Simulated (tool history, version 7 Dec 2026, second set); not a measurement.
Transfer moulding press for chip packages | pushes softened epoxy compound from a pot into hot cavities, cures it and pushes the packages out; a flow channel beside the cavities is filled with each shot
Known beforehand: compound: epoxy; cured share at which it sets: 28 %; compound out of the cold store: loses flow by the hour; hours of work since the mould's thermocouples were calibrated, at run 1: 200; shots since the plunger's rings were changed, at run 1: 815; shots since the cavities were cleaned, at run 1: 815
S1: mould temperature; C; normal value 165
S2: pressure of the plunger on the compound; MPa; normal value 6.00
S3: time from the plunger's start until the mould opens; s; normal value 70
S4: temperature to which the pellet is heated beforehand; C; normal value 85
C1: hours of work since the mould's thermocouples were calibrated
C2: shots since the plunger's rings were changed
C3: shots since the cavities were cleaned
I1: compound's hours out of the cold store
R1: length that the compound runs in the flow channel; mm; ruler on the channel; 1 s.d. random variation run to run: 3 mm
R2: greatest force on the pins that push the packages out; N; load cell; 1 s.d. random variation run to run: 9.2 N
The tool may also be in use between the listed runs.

{"run": 1, "hour": 0.0, "S1": 165, "S2": 6.0, "S3": 70, "S4": 85, "C1": 200, "C2": 815, "C3": 815, "I1": 15.4, "R1": 609, "R2": 768}
{"hour": 18.9, "done": "cavities cleaned with cleaning compound and waxed"}
{"run": 2, "hour": 50.0, "S1": 165, "S2": 6.0, "S3": 70, "S4": 85, "C1": 225, "C2": 1363, "C3": 352, "I1": 15.9, "R1": 604, "R2": 655}
{"hour": 106.3, "done": "cavities cleaned with cleaning compound and waxed"}
{"run": 3, "hour": 108.1, "S1": 165, "S2": 6.0, "S3": 70, "S4": 85, "C1": 254, "C2": 2002, "C3": 21, "I1": 24.0, "R1": 564, "R2": 442}
{"run": 4, "hour": 153.1, "S1": 165, "S2": 6.0, "S3": 70, "S4": 85, "C1": 277, "C2": 2510, "C3": 529, "I1": 20.3, "R1": 582, "R2": 722}
{"hour": 192.7, "done": "cavities cleaned with cleaning compound and waxed"}
{"run": 5, "hour": 199.1, "S1": 165, "S2": 6.0, "S3": 70, "S4": 85, "C1": 300, "C2": 3012, "C3": 72, "I1": 37.0, "R1": 532, "R2": 482}
{"run": 6, "hour": 231.6, "S1": 165, "S2": 6.0, "S3": 70, "S4": 85, "C1": 316, "C2": 3380, "C3": 440, "I1": 26.7, "R1": 557, "R2": 676}
{"run": 7, "hour": 270.8, "S1": 165, "S2": 6.0, "S3": 70, "S4": 85, "C1": 336, "C2": 3822, "C3": 882, "I1": 17.6, "R1": 577, "R2": 766}
{"hour": 279.2, "done": "cavities cleaned with cleaning compound and waxed"}
{"hour": 318.4, "done": "plunger's sealing rings changed"}
{"run": 8, "hour": 322.9, "S1": 165, "S2": 6.0, "S3": 70, "S4": 85, "C1": 361, "C2": 52, "C3": 466, "I1": 19.7, "R1": 591, "R2": 701}
{"run": 9, "hour": 360.1, "S1": 165, "S2": 6.0, "S3": 70, "S4": 85, "C1": 380, "C2": 472, "C3": 886, "I1": 42.2, "R1": 514, "R2": 712}
{"hour": 369.4, "done": "cavities cleaned with cleaning compound and waxed"}
{"run": 10, "hour": 409.9, "S1": 165, "S2": 6.0, "S3": 70, "S4": 85, "C1": 405, "C2": 1017, "C3": 458, "I1": 39.9, "R1": 522, "R2": 646}
{"run": 11, "hour": 441.4, "S1": 165, "S2": 6.0, "S3": 70, "S4": 85, "C1": 421, "C2": 1373, "C3": 814, "I1": 40.7, "R1": 514, "R2": 711}
{"hour": 457.4, "done": "cavities cleaned with cleaning compound and waxed"}
{"run": 12, "hour": 499.0, "S1": 165, "S2": 6.0, "S3": 70, "S4": 91, "C1": 450, "C2": 2006, "C3": 470, "I1": 39.2, "R1": 519, "R2": 649}
{"hour": 547.0, "done": "cavities cleaned with cleaning compound and waxed"}
{"run": 13, "hour": 552.7, "S1": 165, "S2": 4.74, "S3": 70, "S4": 85, "C1": 477, "C2": 2596, "C3": 65, "I1": 10.6, "R1": 550, "R2": 508}
{"hour": 571.7, "done": "mould's thermocouples calibrated"}
{"run": 14, "hour": 595.6, "S1": 165, "S2": 6.71, "S3": 70, "S4": 79, "C1": 12, "C2": 3058, "C3": 527, "I1": 17.6, "R1": 625, "R2": 748}
{"hour": 636.0, "done": "cavities cleaned with cleaning compound and waxed"}
{"run": 15, "hour": 652.1, "S1": 165, "S2": 6.71, "S3": 70, "S4": 79, "C1": 41, "C2": 3678, "C3": 181, "I1": 34.0, "R1": 568, "R2": 578}
{"run": 16, "hour": 706.0, "S1": 165, "S2": 6.17, "S3": 70, "S4": 86, "C1": 68, "C2": 4288, "C3": 791, "I1": 41.4, "R1": 511, "R2": 758}
{"hour": 713.7, "done": "plunger's sealing rings changed"}
{"hour": 725.4, "done": "cavities cleaned with cleaning compound and waxed"}
{"run": 17, "hour": 754.8, "S1": 165, "S2": 6.17, "S3": 70, "S4": 86, "C1": 91, "C2": 448, "C3": 333, "I1": 13.3, "R1": 623, "R2": 642}
{"hour": 815.8, "done": "cavities cleaned with cleaning compound and waxed"}
{"run": 18, "hour": 818.9, "S1": 171, "S2": 7.0, "S3": 70, "S4": 85, "C1": 123, "C2": 1154, "C3": 35, "I1": 28.4, "R1": 593, "R2": 385}
{"run": 19, "hour": 845.8, "S1": 171, "S2": 7.0, "S3": 90, "S4": 83, "C1": 137, "C2": 1458, "C3": 339, "I1": 34.7, "R1": 570, "R2": 549}
{"hour": 907.1, "done": "cavities cleaned with cleaning compound and waxed"}
{"run": 20, "hour": 911.1, "S1": 171, "S2": 5.52, "S3": 90, "S4": 87, "C1": 170, "C2": 2179, "C3": 45, "I1": 25.8, "R1": 529, "R2": 391}
{"run": 21, "hour": 970.5, "S1": 163, "S2": 6.44, "S3": 62, "S4": 85, "C1": 201, "C2": 2849, "C3": 715, "I1": 15.5, "R1": 626, "R2": 1089}
{"hour": 994.5, "done": "cavities cleaned with cleaning compound and waxed"}
{"run": 22, "hour": 1034.9, "S1": 160, "S2": 7.37, "S3": 62, "S4": 85, "C1": 233, "C2": 3560, "C3": 456, "I1": 28.3, "R1": 625, "R2": 1197}
{"run": 23, "hour": 1068.7, "S1": 171, "S2": 6.0, "S3": 75, "S4": 80, "C1": 250, "C2": 3942, "C3": 838, "I1": 26.6, "R1": 547, "R2": 624}
{"hour": 1083.4, "done": "cavities cleaned with cleaning compound and waxed"}
{"hour": 1104.9, "done": "plunger's sealing rings changed"}
{"run": 24, "hour": 1118.3, "S1": 171, "S2": 6.0, "S3": 75, "S4": 80, "C1": 274, "C2": 152, "C3": 366, "I1": 22.4, "R1": 571, "R2": 552}
{"hour": 1173.7, "done": "cavities cleaned with cleaning compound and waxed"}
{"run": 25, "hour": 1180.7, "S1": 165, "S2": 4.99, "S3": 62, "S4": 87, "C1": 305, "C2": 840, "C3": 80, "I1": 25.0, "R1": 526, "R2": 597}
{"run": 26, "hour": 1230.2, "S1": 165, "S2": 6.89, "S3": 105, "S4": 94, "C1": 330, "C2": 1399, "C3": 639, "I1": 37.1, "R1": 563, "R2": 628}

3 options for the next run, each taken on its own from the tool as it stands now. Forecast them:
{"hour": 1264.0, "done": "cavities cleaned with cleaning compound and waxed"}
{"run": "A", "hour": 1264.8, "S1": 172, "S2": 6.0, "S3": 67, "S4": 91, "C1": 347, "C2": 1773, "C3": 10, "I1": 31.7, "R1": "?", "R2": "?"}
{"hour": 1264.0, "done": "cavities cleaned with cleaning compound and waxed"}
{"run": "B", "hour": 1264.8, "S1": 164, "S2": 6.89, "S3": 105, "S4": 94, "C1": 347, "C2": 1773, "C3": 10, "I1": 45.7, "R1": "?", "R2": "?"}
{"hour": 1264.0, "done": "cavities cleaned with cleaning compound and waxed"}
{"run": "C", "hour": 1264.8, "S1": 165, "S2": 5.59, "S3": 105, "S4": 94, "C1": 347, "C2": 1773, "C3": 10, "I1": 47.4, "R1": "?", "R2": "?"}

run=A R1=531 R2=356
run=B R1=533 R2=361
run=C R1=477 R2=353
With the hidden condition removed and each run's random variation left untouched, the same runs would have given:
run=A R1=541 R2=343
run=B R1=542 R2=346
run=C R1=485 R2=338
